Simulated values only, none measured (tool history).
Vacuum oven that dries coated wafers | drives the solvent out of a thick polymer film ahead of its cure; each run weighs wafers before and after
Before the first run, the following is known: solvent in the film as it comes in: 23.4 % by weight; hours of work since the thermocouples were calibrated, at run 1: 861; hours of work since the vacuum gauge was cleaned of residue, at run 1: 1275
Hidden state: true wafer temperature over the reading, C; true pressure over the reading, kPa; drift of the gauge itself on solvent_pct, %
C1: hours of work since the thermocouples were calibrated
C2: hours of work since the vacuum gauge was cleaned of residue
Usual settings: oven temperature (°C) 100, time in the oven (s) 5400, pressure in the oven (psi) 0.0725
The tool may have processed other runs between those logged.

run 1 day=0.000 | oven_temperature_(°C)=100 time_in_the_oven_(s)=5400 pressure_in_the_oven_(psi)=0.0725 | C1=861 C2=1275 | solvent_left_in_the_film_(%)=3.10
run 2 day=0.900 | oven_temperature_(°C)=100 time_in_the_oven_(s)=5400 pressure_in_the_oven_(psi)=0.0725 | C1=878 C2=1292 | solvent_left_in_the_film_(%)=3.12
run 3 day=2.429 | oven_temperature_(°C)=100 time_in_the_oven_(s)=5400 pressure_in_the_oven_(psi)=0.0725 | C1=907 C2=1320 | solvent_left_in_the_film_(%)=3.06
run 4 day=3.812 | oven_temperature_(°C)=100 time_in_the_oven_(s)=5400 pressure_in_the_oven_(psi)=0.0725 | C1=933 C2=1346 | solvent_left_in_the_film_(%)=3.11
run 5 day=5.000 | oven_temperature_(°C)=100 time_in_the_oven_(s)=5400 pressure_in_the_oven_(psi)=0.1007 | C1=955 C2=1368 | solvent_left_in_the_film_(%)=3.22
-- day=5.242 oven's thermocouples calibrated
run 6 day=6.333 | oven_temperature_(°C)=100 time_in_the_oven_(s)=5400 pressure_in_the_oven_(psi)=0.1007 | C1=20 C2=1392 | solvent_left_in_the_film_(%)=3.17
run 7 day=7.804 | oven_temperature_(°C)=103 time_in_the_oven_(s)=9480 pressure_in_the_oven_(psi)=0.0725 | C1=48 C2=1419 | solvent_left_in_the_film_(%)=0.66
run 8 day=9.450 | oven_temperature_(°C)=103 time_in_the_oven_(s)=9480 pressure_in_the_oven_(psi)=0.0725 | C1=79 C2=1450 | solvent_left_in_the_film_(%)=0.66
run 9 day=10.942 | oven_temperature_(°C)=110 time_in_the_oven_(s)=9480 pressure_in_the_oven_(psi)=0.0725 | C1=107 C2=1478 | solvent_left_in_the_film_(%)=0.26
run 10 day=11.879 | oven_temperature_(°C)=110 time_in_the_oven_(s)=9480 pressure_in_the_oven_(psi)=0.0725 | C1=125 C2=1496 | solvent_left_in_the_film_(%)=0.24
run 11 day=13.775 | oven_temperature_(°C)=110 time_in_the_oven_(s)=4260 pressure_in_the_oven_(psi)=0.0725 | C1=160 C2=1531 | solvent_left_in_the_film_(%)=1.55

For each entry between runs, how does the tool's hidden state at the last listed run before it compare with that at the first listed run after it?
Between runs 5 and 6: oven's thermocouples calibrated (day 5.242)
  true wafer temperature over the reading, C: -0.89 -> -1.01; true pressure over the reading, kPa: 0.366 -> 0.372
  measured result minus the result with no hidden state, solvent left in the film (%): +0.42 -> +0.46
